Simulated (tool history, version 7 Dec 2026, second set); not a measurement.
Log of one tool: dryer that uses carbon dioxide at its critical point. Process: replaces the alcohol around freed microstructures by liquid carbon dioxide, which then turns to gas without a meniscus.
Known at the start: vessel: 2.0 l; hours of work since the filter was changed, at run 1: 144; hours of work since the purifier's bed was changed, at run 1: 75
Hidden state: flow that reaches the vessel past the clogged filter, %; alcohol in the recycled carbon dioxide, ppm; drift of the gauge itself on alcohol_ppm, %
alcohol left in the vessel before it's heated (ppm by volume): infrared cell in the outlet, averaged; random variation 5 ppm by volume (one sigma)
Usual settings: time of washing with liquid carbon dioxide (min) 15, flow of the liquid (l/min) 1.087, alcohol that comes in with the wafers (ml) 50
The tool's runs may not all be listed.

run	hour	time of washing with liquid carbon dioxide (min)	flow of the liquid (l/min)	alcohol that comes in with the wafers (ml)	hours of work since the filter was changed	hours of work since the purifier's bed was changed	alcohol left in the vessel before it's heated (ppm by volume)
1	0.0	15	1.087	50	144	75	54
2	28.0	15	1.087	96	154	85	95
3	53.7	15	1.087	96	163	94	90
4	67.6	15	1.087	96	168	99	95
5	87.1	9	1.087	50	175	105	555
6	113.0	15	1.087	50	184	115	48
7	143.1	15	1.087	50	194	125	67
8	171.1	15	1.087	85	204	135	85
9	201.2	15	1.510	50	215	145	15
10	220.4	15	1.087	50	221	152	63
11	234.1	12	1.087	50	226	157	177
12	257.2	15	1.087	53	234	165	66
13	279.8	15	1.087	50	242	173	72
14	305.9	15	1.087	50	251	182	68
15	318.8	16	0.850	66	256	187	220
16	349.0	15	0.840	50	266	197	239
17	363.8	21	1.087	58	271	202	13
18	383.5	21	1.087	58	278	209	22
19	397.4	21	1.087	58	283	214	27
20	416.3	21	1.087	58	290	221	21
21	442.1	16	1.230	112	299	230	51
22	456.0	16	1.230	112	304	235	52
23	469.7	22	0.780	53	309	239	66
24	487.7	22	0.780	53	315	246	68
25	509.8	22	0.780	53	323	253	71
26	535.1	22	0.780	53	331	262	74
27	558.0	22	0.780	39	339	270	53

Forecast each of these 4 alternatives for the next run:
A	573.0	12	1.220	28	345	276	?
B	573.0	23	0.920	29	345	276	?
C	573.0	15	0.820	50	345	276	?
D	573.0	12	1.190	50	345	276	?

run	alcohol left in the vessel before it's heated (ppm by volume)
A	85
B	28
C	291
D	138
Without the tool's hidden state the same runs would have given:
run	alcohol left in the vessel before it's heated (ppm by volume)
A	44
B	10
C	167
D	70
